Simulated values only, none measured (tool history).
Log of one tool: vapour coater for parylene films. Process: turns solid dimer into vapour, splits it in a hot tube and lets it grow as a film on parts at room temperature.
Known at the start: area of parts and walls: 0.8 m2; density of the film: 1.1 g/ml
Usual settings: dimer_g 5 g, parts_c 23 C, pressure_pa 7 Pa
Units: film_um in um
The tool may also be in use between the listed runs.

run	hour	dimer_g	parts_c	pressure_pa	film_um
1	0	5	23	7	2.94
2	51.1	5	23	7	2.93
3	106.1	5	24	7	2.83
4	151.8	5	24	7	2.8
5	214.3	5	24	7	2.88
6	248.2	5	21	7	3.17
7	277.8	5	21	7	3.2
8	345.4	5	23	7	2.94
9	390.1	5	23	7	2.97
10	424.7	2	23	7	1.14
11	485.1	2	23	7	1.16
12	517.4	5	31	4.57	2.34
13	587.4	5	31	4.57	2.34
14	653.5	5	31	4.57	2.37
15	695.8	5	31	4.57	2.34
16	742.4	3	16	7	2.31
17	784.7	3	16	7	2.38
18	815.9	3	16	7	2.32
19	884.2	3	22	3.32	2.2
20	949.9	2	22	8.16	1.16
21	1002.3	3	20	2.9	2.42

Taken out of this log: 4 entries between the listed runs. Where each belongs, and how the hidden state differs across it:
Between runs 4 and 5: trap's valve overhauled (hour 178.8)
  vapour lost through the trap's worn valve, %: 0.5 -> 0.1
Between runs 12 and 13: trap's valve overhauled (hour 571.8)
  vapour lost through the trap's worn valve, %: 0.5 -> 0.1
Between runs 15 and 16: table's thermometer calibrated (hour 708.3)
  true temperature of the parts over the reading, C: 0.04 -> 0
Between runs 20 and 21: trap's valve overhauled (hour 963.9)
  vapour lost through the trap's worn valve, %: 0.5 -> 0.1
